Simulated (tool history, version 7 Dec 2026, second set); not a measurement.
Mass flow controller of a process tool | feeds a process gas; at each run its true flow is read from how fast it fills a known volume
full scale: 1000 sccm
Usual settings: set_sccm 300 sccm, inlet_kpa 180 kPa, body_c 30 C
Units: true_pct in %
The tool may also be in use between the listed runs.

run 1 hour=0.0 | set_sccm=300 inlet_kpa=180 body_c=30 | true_pct=98.07
run 2 hour=168.7 | set_sccm=694 inlet_kpa=180 body_c=30 | true_pct=99.05
run 3 hour=298.0 | set_sccm=694 inlet_kpa=180 body_c=30 | true_pct=98.98
run 4 hour=462.1 | set_sccm=694 inlet_kpa=180 body_c=30 | true_pct=98.91
run 5 hour=706.2 | set_sccm=240 inlet_kpa=180 body_c=30 | true_pct=98.06
run 6 hour=893.9 | set_sccm=461 inlet_kpa=180 body_c=30 | true_pct=98.59
run 7 hour=1068.4 | set_sccm=461 inlet_kpa=180 body_c=30 | true_pct=98.31
run 8 hour=1310.3 | set_sccm=461 inlet_kpa=180 body_c=30 | true_pct=98.47
run 9 hour=1515.0 | set_sccm=347 inlet_kpa=180 body_c=30 | true_pct=98.20
run 10 hour=1629.6 | set_sccm=347 inlet_kpa=180 body_c=30 | true_pct=98.27
run 11 hour=1877.3 | set_sccm=782 inlet_kpa=180 body_c=30 | true_pct=99.17
run 12 hour=2058.5 | set_sccm=782 inlet_kpa=180 body_c=30 | true_pct=99.21
run 13 hour=2298.3 | set_sccm=782 inlet_kpa=180 body_c=30 | true_pct=99.28
run 14 hour=2471.9 | set_sccm=782 inlet_kpa=180 body_c=30 | true_pct=99.27
run 15 hour=2644.7 | set_sccm=594 inlet_kpa=213 body_c=39 | true_pct=97.82
run 16 hour=2844.4 | set_sccm=412 inlet_kpa=221 body_c=23 | true_pct=98.69
run 17 hour=2977.5 | set_sccm=796 inlet_kpa=150 body_c=28 | true_pct=99.52
run 18 hour=3121.1 | set_sccm=403 inlet_kpa=244 body_c=22 | true_pct=98.63
run 19 hour=3367.0 | set_sccm=319 inlet_kpa=217 body_c=30 | true_pct=97.85
run 20 hour=3543.7 | set_sccm=319 inlet_kpa=217 body_c=30 | true_pct=97.86
run 21 hour=3723.3 | set_sccm=159 inlet_kpa=207 body_c=30 | true_pct=97.52
run 22 hour=3888.4 | set_sccm=853 inlet_kpa=237 body_c=26 | true_pct=99.37
run 23 hour=4137.4 | set_sccm=300 inlet_kpa=244 body_c=25 | true_pct=98.24
run 24 hour=4259.8 | set_sccm=279 inlet_kpa=180 body_c=30 | true_pct=97.99
run 25 hour=4460.0 | set_sccm=360 inlet_kpa=149 body_c=25 | true_pct=98.97
run 26 hour=4583.1 | set_sccm=808 inlet_kpa=247 body_c=33 | true_pct=98.48
run 27 hour=4756.0 | set_sccm=173 inlet_kpa=180 body_c=31 | true_pct=97.75

5 ways to go on from here, each from the tool as it stands after run 27. What would each give?
run A hour=4901.9 | set_sccm=189 inlet_kpa=180 body_c=38 | true_pct=?
run B hour=4901.9 | set_sccm=300 inlet_kpa=167 body_c=21 | true_pct=?
run C hour=4901.9 | set_sccm=300 inlet_kpa=196 body_c=27 | true_pct=?
run D hour=4901.9 | set_sccm=300 inlet_kpa=184 body_c=30 | true_pct=?
run E hour=4901.9 | set_sccm=121 inlet_kpa=244 body_c=23 | true_pct=?

run=A true_pct=96.95
run=B true_pct=98.90
run=C true_pct=98.28
run=D true_pct=98.07
run=E true_pct=97.97
Without the tool's hidden state the same runs would have given:
run=A true_pct=96.97
run=B true_pct=98.91
run=C true_pct=98.29
run=D true_pct=98.07
run=E true_pct=98.00
